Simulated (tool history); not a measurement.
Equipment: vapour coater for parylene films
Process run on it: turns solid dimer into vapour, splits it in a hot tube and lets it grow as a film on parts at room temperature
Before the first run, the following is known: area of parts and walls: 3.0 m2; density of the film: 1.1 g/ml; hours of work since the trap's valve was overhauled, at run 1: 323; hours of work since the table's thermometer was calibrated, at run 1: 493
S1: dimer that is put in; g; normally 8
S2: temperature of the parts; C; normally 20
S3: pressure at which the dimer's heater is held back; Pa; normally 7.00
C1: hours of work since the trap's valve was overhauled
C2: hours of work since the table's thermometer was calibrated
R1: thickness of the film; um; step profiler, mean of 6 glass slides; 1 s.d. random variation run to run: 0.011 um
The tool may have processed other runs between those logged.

| run | hour | S1 | S2 | S3 | C1 | C2 | R1 |
|---|---|---|---|---|---|---|---|
| 1 | 0.0 | 8 | 20 | 7.00 | 323 | 493 | 1.45 |
| 2 | 9.9 | 8 | 20 | 7.00 | 332 | 501 | 1.43 |
| 3 | 16.9 | 8 | 20 | 7.00 | 338 | 507 | 1.47 |
| 4 | 24.5 | 8 | 20 | 7.00 | 344 | 513 | 1.45 |
| 5 | 38.9 | 8 | 20 | 7.00 | 356 | 526 | 1.45 |
| 6 | 49.5 | 8 | 12 | 7.00 | 365 | 534 | 1.86 |
| 7 | 60.1 | 8 | 12 | 7.00 | 374 | 543 | 1.90 |
| 8 | 73.7 | 8 | 12 | 7.00 | 386 | 555 | 1.88 |
| 9 | 84.9 | 8 | 20 | 7.00 | 395 | 564 | 1.43 |
| 10 | 99.3 | 8 | 20 | 7.00 | 407 | 577 | 1.45 |
| 11 | 112.7 | 8 | 20 | 7.00 | 419 | 588 | 1.43 |
| 12 | 127.2 | 8 | 20 | 7.00 | 431 | 600 | 1.46 |
| 13 | 136.3 | 8 | 20 | 3.87 | 439 | 608 | 1.61 |
| 14 | 147.4 | 8 | 20 | 3.87 | 448 | 617 | 1.62 |
| 15 | 161.7 | 10 | 18 | 2.23 | 460 | 629 | 2.36 |
| 16 | 169.8 | 10 | 18 | 2.23 | 467 | 636 | 2.39 |
| 17 | 177.2 | 7 | 20 | 2.23 | 473 | 642 | 1.54 |
| 18 | 190.4 | 8 | 20 | 7.08 | 484 | 654 | 1.45 |
| 19 | 197.5 | 8 | 20 | 7.08 | 490 | 660 | 1.45 |
| 20 | 210.1 | 8 | 12 | 2.51 | 501 | 670 | 2.28 |
| 21 | 217.4 | 8 | 12 | 2.51 | 507 | 676 | 2.29 |
| 22 | 231.0 | 6 | 13 | 2.51 | 519 | 688 | 1.65 |
| 23 | 238.5 | 9 | 14 | 4.84 | 525 | 694 | 2.15 |
| 24 | 253.8 | 10 | 14 | 4.84 | 538 | 707 | 2.35 |

Forecast each of these 4 alternatives for the next run:
| A | 263.0 | 8 | 19 | 3.30 | 546 | 715 | ? |
| B | 263.0 | 3 | 14 | 4.84 | 546 | 715 | ? |
| C | 263.0 | 10 | 17 | 10.21 | 546 | 715 | ? |
| D | 263.0 | 12 | 14 | 6.07 | 546 | 715 | ? |

| run | R1 |
|---|---|
| A | 1.72 |
| B | 0.71 |
| C | 1.87 |
| D | 2.70 |
With the hidden condition removed and each run's random variation left untouched, the same runs would have given:
| run | R1 |
|---|---|
| A | 1.73 |
| B | 0.72 |
| C | 1.88 |
| D | 2.72 |

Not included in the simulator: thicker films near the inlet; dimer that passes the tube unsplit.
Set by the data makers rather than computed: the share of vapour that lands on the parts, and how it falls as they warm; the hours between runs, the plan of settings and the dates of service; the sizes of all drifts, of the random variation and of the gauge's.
